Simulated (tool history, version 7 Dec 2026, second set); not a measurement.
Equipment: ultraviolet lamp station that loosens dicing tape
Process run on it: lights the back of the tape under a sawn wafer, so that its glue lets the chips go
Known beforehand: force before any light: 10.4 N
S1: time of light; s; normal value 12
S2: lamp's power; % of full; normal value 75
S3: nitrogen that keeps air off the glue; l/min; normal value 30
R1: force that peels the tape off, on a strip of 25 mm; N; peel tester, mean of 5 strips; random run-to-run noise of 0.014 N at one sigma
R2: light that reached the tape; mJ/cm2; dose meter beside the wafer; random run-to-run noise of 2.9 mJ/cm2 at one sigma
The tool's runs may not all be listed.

{"run": 1, "hour": 0.0, "S1": 12, "S2": 75, "S3": 30, "R1": 0.849, "R2": 378}
{"run": 2, "hour": 4.5, "S1": 12, "S2": 75, "S3": 30, "R1": 0.809, "R2": 379}
{"run": 3, "hour": 13.0, "S1": 12, "S2": 70, "S3": 30, "R1": 0.935, "R2": 362}
{"run": 4, "hour": 21.9, "S1": 12, "S2": 70, "S3": 30, "R1": 0.986, "R2": 355}
{"run": 5, "hour": 31.6, "S1": 17, "S2": 70, "S3": 30, "R1": 0.486, "R2": 504}
{"run": 6, "hour": 38.7, "S1": 12, "S2": 75, "S3": 30, "R1": 0.82, "R2": 383}
{"run": 7, "hour": 47.0, "S1": 7, "S2": 75, "S3": 30, "R1": 2.209, "R2": 221}
{"run": 8, "hour": 52.9, "S1": 12, "S2": 75, "S3": 30, "R1": 0.83, "R2": 378}
{"run": 9, "hour": 60.0, "S1": 12, "S2": 75, "S3": 30, "R1": 0.862, "R2": 380}
{"run": 10, "hour": 66.6, "S1": 12, "S2": 75, "S3": 47, "R1": 0.599, "R2": 374}
{"hour": 72.3, "done": "window cleaned of glue's vapour"}
{"run": 11, "hour": 72.8, "S1": 12, "S2": 98, "S3": 49, "R1": 0.334, "R2": 520}
{"run": 12, "hour": 81.6, "S1": 12, "S2": 85, "S3": 58, "R1": 0.379, "R2": 449}
{"run": 13, "hour": 89.9, "S1": 12, "S2": 85, "S3": 58, "R1": 0.412, "R2": 450}
{"run": 14, "hour": 98.4, "S1": 17, "S2": 90, "S3": 30, "R1": 0.293, "R2": 674}
{"run": 15, "hour": 104.8, "S1": 17, "S2": 90, "S3": 30, "R1": 0.304, "R2": 668}
{"run": 16, "hour": 112.4, "S1": 11, "S2": 65, "S3": 17, "R1": 1.809, "R2": 311}
{"run": 17, "hour": 120.4, "S1": 12, "S2": 94, "S3": 10, "R1": 1.119, "R2": 492}
{"run": 18, "hour": 124.6, "S1": 12, "S2": 94, "S3": 10, "R1": 1.23, "R2": 493}
{"run": 19, "hour": 131.0, "S1": 12, "S2": 65, "S3": 40, "R1": 0.831, "R2": 345}
{"run": 20, "hour": 140.5, "S1": 12, "S2": 65, "S3": 40, "R1": 0.847, "R2": 338}

Forecast each of these 5 alternatives for the next run:
{"run": "A", "hour": 147.8, "S1": 12, "S2": 65, "S3": 49, "R1": "?", "R2": "?"}
{"run": "B", "hour": 147.8, "S1": 17, "S2": 75, "S3": 42, "R1": "?", "R2": "?"}
{"run": "C", "hour": 147.8, "S1": 7, "S2": 75, "S3": 13, "R1": "?", "R2": "?"}
{"run": "D", "hour": 147.8, "S1": 6, "S2": 86, "S3": 40, "R1": "?", "R2": "?"}
{"run": "E", "hour": 147.8, "S1": 6, "S2": 68, "S3": 40, "R1": "?", "R2": "?"}

run=A R1=0.726 R2=340
run=B R1=0.332 R2=560
run=C R1=3.288 R2=226
run=D R1=1.793 R2=224
run=E R1=2.542 R2=178
Stripped of hidden state, with their random variation kept, the same runs would have yielded:
run=A R1=0.619 R2=367
run=B R1=0.301 R2=605
run=C R1=3.001 R2=244
run=D R1=1.576 R2=242
run=E R1=2.285 R2=193

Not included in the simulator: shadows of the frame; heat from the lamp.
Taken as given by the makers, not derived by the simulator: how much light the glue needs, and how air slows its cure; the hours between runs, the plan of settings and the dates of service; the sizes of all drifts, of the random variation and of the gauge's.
